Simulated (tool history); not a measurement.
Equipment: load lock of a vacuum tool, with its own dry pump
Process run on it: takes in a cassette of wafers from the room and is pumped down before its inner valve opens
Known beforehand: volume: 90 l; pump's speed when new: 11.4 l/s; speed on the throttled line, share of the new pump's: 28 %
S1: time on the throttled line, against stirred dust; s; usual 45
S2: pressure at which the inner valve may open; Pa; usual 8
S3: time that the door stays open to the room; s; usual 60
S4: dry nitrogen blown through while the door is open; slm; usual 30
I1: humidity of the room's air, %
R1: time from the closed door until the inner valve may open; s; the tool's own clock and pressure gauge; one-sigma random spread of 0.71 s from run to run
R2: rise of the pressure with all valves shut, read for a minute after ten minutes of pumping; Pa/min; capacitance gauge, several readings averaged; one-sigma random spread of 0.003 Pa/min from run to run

Run 1, hour 0.0: usual settings; I1 44.7. Result: R1 112.3 s, R2 0.253 Pa/min.
Run 2, hour 196.9: usual settings but S2 9 Pa; I1 46.6. Result: R1 112.2 s, R2 0.268 Pa/min.
Run 3, hour 527.7: usual settings but S2 9 Pa; I1 43.7. Result: R1 113.9 s, R2 0.282 Pa/min.
Run 4, hour 856.2: usual settings but S1 24 s; I1 43.2. Result: R1 98.6 s, R2 0.299 Pa/min.
Run 5, hour 1017.3: usual settings but S1 24 s, S4 17 slm; I1 45.4. Result: R1 99.0 s, R2 0.312 Pa/min.
Run 6, hour 1372.3: usual settings but S1 24 s, S4 17 slm; I1 45.4. Result: R1 100.5 s, R2 0.332 Pa/min.
Run 7, hour 1582.7: usual settings but S1 24 s, S4 17 slm; I1 45.0. Result: R1 99.7 s, R2 0.343 Pa/min.
Run 8, hour 1849.6: usual settings but S1 24 s, S4 17 slm; I1 42.3. Result: R1 102.1 s, R2 0.350 Pa/min.
Run 9, hour 2216.3: usual settings but S1 24 s, S4 17 slm; I1 45.8. Result: R1 100.6 s, R2 0.367 Pa/min.
Run 10, hour 2451.9: usual settings but S2 7 Pa; I1 46.3. Result: R1 117.2 s, R2 0.365 Pa/min.
Run 11, hour 2606.3: usual settings but S2 7 Pa; I1 44.1. Result: R1 116.8 s, R2 0.370 Pa/min.
Run 12, hour 2877.9: usual settings; I1 44.3. Result: R1 117.2 s, R2 0.379 Pa/min.
Run 13, hour 3189.4: usual settings; I1 44.0. Result: R1 116.4 s, R2 0.402 Pa/min.
Run 14, hour 3478.1: usual settings; I1 46.2. Result: R1 117.8 s, R2 0.424 Pa/min.
Run 15, hour 3842.1: usual settings; I1 46.2. Result: R1 117.5 s, R2 0.445 Pa/min.
Run 16, hour 4080.1: usual settings; I1 45.2. Result: R1 118.3 s, R2 0.448 Pa/min.
Run 17, hour 4248.2: usual settings but S4 18 slm; I1 43.6. Result: R1 118.4 s, R2 0.469 Pa/min.
Run 18, hour 4565.6: usual settings but S4 14 slm; I1 44.8. Result: R1 117.9 s, R2 0.496 Pa/min.
Run 19, hour 4740.3: usual settings; I1 43.9. Result: R1 118.4 s, R2 0.489 Pa/min.
Run 20, hour 5035.7: usual settings but S1 65 s, S3 44 s; I1 45.0. Result: R1 133.6 s, R2 0.513 Pa/min.
At hour 5052.7: door's seal changed, seat wiped.
Run 21, hour 5235.2: usual settings but S1 65 s, S3 44 s; I1 45.5. Result: R1 133.6 s, R2 0.019 Pa/min.
Run 22, hour 5483.9: usual settings but S1 65 s, S3 44 s; I1 45.7. Result: R1 133.2 s, R2 0.026 Pa/min.
Run 23, hour 5838.7: usual settings but S1 65 s, S3 44 s; I1 46.7. Result: R1 132.5 s, R2 0.026 Pa/min.
Run 24, hour 6119.3: usual settings but S1 65 s, S3 68 s; I1 43.8. Result: R1 133.4 s, R2 0.038 Pa/min.
Run 25, hour 6392.1: usual settings but S1 65 s, S3 68 s; I1 44.1. Result: R1 134.1 s, R2 0.046 Pa/min.
Run 26, hour 6584.6: usual settings but S1 89 s, S2 9 Pa, S3 81 s, S4 44 slm; I1 45.8. Result: R1 149.5 s, R2 0.040 Pa/min.
Run 27, hour 6796.1: usual settings but S1 79 s, S2 12 Pa, S3 80 s, S4 20 slm; I1 44.0. Result: R1 138.8 s, R2 0.056 Pa/min.
Run 28, hour 7126.5: usual settings but S1 79 s, S2 12 Pa, S3 41 s, S4 20 slm; I1 45.9. Result: R1 140.2 s, R2 0.047 Pa/min.
Run 29, hour 7364.7: usual settings but S3 219 s; I1 47.4. Result: R1 122.0 s, R2 0.084 Pa/min.
At hour 7623.5: dry pump taken out, an overhauled one fitted.
Run 30, hour 7623.5: usual settings but S3 219 s; I1 45.9. Result: R1 105.3 s, R2 0.088 Pa/min.
Run 31, hour 7806.0: usual settings but S1 40 s, S2 10 Pa, S3 128 s, S4 11 slm; I1 47.4. Result: R1 101.7 s, R2 0.094 Pa/min.
Run 32, hour 7960.8: usual settings but S1 40 s, S2 10 Pa, S3 128 s, S4 16 slm; I1 45.8. Result: R1 101.7 s, R2 0.088 Pa/min.

Run 33, settings as shown, results not yet in. Your forecast:
Run 33, hour 8289.3: usual settings but S1 66 s, S2 11 Pa, S3 115 s; I1 45.3. Result: R1 ?, R2 ?.

R1: 120.4 s
R2: 0.082 Pa/min
Were there no unlogged condition in the tool, this run, its random variation unchanged, would have produced R1 119.9 s, R2 0.029 Pa/min.

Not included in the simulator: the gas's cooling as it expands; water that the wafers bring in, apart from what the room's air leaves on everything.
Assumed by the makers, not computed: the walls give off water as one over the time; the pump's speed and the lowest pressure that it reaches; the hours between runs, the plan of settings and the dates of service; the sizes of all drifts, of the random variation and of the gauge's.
